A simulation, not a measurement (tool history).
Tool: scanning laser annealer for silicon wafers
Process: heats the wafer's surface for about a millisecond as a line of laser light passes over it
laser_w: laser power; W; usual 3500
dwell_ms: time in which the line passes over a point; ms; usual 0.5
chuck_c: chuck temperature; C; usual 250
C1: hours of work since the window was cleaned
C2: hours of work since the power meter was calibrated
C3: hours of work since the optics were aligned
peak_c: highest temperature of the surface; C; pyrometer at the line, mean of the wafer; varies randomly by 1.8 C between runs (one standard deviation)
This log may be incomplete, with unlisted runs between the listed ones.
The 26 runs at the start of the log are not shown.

Run 27, hour 495: usual settings but laser_w 3316 W, dwell_ms 0.478 ms, chuck_c 218 C; C1 508; C2 636; C3 855. Result: peak_c 823 C.
Run 28, hour 508.8: usual settings but laser_w 3402 W, dwell_ms 0.478 ms, chuck_c 290 C; C1 514; C2 642; C3 861. Result: peak_c 914 C.
At hour 520.9: window over the wafer cleaned.
Run 29, hour 522.2: usual settings but laser_w 3402 W, dwell_ms 0.478 ms, chuck_c 290 C; C1 1; C2 646; C3 866. Result: peak_c 962 C.
Run 30, hour 533.6: usual settings but laser_w 3797 W, dwell_ms 0.383 ms, chuck_c 251 C; C1 5; C2 651; C3 870. Result: peak_c 937 C.
Run 31, hour 552.6: usual settings but laser_w 3786 W, dwell_ms 0.587 ms; C1 13; C2 659; C3 878. Result: peak_c 1093 C.
Run 32, hour 565: usual settings but laser_w 3786 W, dwell_ms 0.587 ms; C1 18; C2 664; C3 883. Result: peak_c 1091 C.
Run 33, hour 582.8: usual settings but dwell_ms 0.368 ms, chuck_c 268 C; C1 25; C2 671; C3 891. Result: peak_c 876 C.
Run 34, hour 605.5: usual settings but laser_w 3736 W, dwell_ms 0.368 ms, chuck_c 233 C; C1 35; C2 681; C3 900. Result: peak_c 885 C.
Run 35, hour 626.9: usual settings but laser_w 3163 W, dwell_ms 0.386 ms, chuck_c 262 C; C1 43; C2 689; C3 909. Result: peak_c 809 C.
Run 36, hour 641.6: usual settings but laser_w 3163 W, dwell_ms 0.386 ms, chuck_c 262 C; C1 50; C2 695; C3 915. Result: peak_c 813 C.
Run 37, hour 666.6: usual settings but laser_w 3207 W; C1 60; C2 706; C3 925. Result: peak_c 884 C.
Run 38, hour 690: usual settings but laser_w 3268 W, dwell_ms 0.395 ms, chuck_c 245 C; C1 69; C2 715; C3 935. Result: peak_c 819 C.
Run 39, hour 713.6: usual settings but laser_w 3163 W, dwell_ms 0.411 ms, chuck_c 245 C; C1 79; C2 725; C3 944. Result: peak_c 810 C.
Run 40, hour 732.9: usual settings but laser_w 3084 W; C1 87; C2 733; C3 952. Result: peak_c 852 C.
Run 41, hour 751.9: usual settings but laser_w 3084 W; C1 95; C2 741; C3 960. Result: peak_c 852 C.

Forecast each of these 3 alternatives for the next run:
Run A, hour 773.8: usual settings but laser_w 3399 W; C1 104; C2 750; C3 969. Result: peak_c ?.
Run B, hour 773.8: usual settings but chuck_c 262 C; C1 104; C2 750; C3 969. Result: peak_c ?.
Run C, hour 773.8: usual settings but laser_w 3344 W, chuck_c 251 C; C1 104; C2 750; C3 969. Result: peak_c ?.

run  peak_c
  A     927
  B     961
  C     912
With the hidden condition removed and each run's random variation left untouched, the same runs would have given:
run  peak_c
  A     944
  B     978
  C     928
